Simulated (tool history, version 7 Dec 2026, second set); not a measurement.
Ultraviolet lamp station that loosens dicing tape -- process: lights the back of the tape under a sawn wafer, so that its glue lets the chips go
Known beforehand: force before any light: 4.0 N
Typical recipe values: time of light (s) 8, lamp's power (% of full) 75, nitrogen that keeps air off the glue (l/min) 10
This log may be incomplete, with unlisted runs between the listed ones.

run	hour	time of light (s)	lamp's power (% of full)	nitrogen that keeps air off the glue (l/min)	force that peels the tape off (N)	light that reached the tape (J/m2)
1	0	8	75	10	0.907	3130
2	42.6	8	75	10	0.935	3100
3	89.8	10	75	10	0.727	3820
4	128.2	8	75	6	1.074	3030
5	164.9	8	75	10	0.949	3030
6	185.8	8	75	10	0.994	3000
# hour 227.7: window cleaned of glue's vapour
7	233.8	8	75	10	0.915	3090
8	285	8	75	10	0.942	3080
9	330	8	75	13	0.906	3030
10	366.2	8	75	13	0.933	2970
11	412.3	8	75	13	0.881	3010
12	445.4	8	75	13	0.943	2980
13	492.1	8	75	13	0.986	2890
14	540.4	8	75	10	0.971	2880
15	562.6	8	75	10	1.029	2860
16	607.6	8	75	10	1.014	2800
17	648.3	8	75	10	1.066	2770
18	679.7	8	75	10	1.056	2750
19	711.3	8	75	8	1.114	2750
20	760.4	8	75	8	1.133	2710
21	786.7	8	75	8	1.168	2770
22	832.6	8	75	18	0.961	2650
23	865.4	13	64	14	0.685	3620
# hour 883.2: window cleaned of glue's vapour
24	889.7	12	75	7	0.687	4110
25	924	8	83	7	1.047	3020
26	953	8	98	4	0.971	3540
27	979.6	8	73	4	1.361	2620
28	1016	8	73	4	1.452	2610
# hour 1023.2: lamp changed
29	1050	8	95	5	0.583	4830
30	1073.1	8	65	11	0.829	3370
31	1098.6	8	95	11	0.483	4800
32	1137.6	7	80	19	0.665	3500
33	1159.9	7	80	19	0.673	3510
34	1197	7	80	19	0.687	3500
35	1245.1	9	97	7	0.477	5340
36	1279.7	8	75	4	0.95	3660
37	1313.4	8	75	4	0.963	3600
38	1363.1	6	75	10	1.111	2730
39	1389.6	6	88	3	1.286	3170
40	1440.7	8	87	5	0.761	4080
41	1481.8	10	75	6	0.646	4390

What does the tool deliver on the next run?
42	1528.8	11	84	5	?	?

Run 42 produced force that peels the tape off (N) 0.508, light that reached the tape (J/m2) 5380.
Without the tool's hidden state the same run would have given force that peels the tape off (N) 0.425, light that reached the tape (J/m2) 6060.
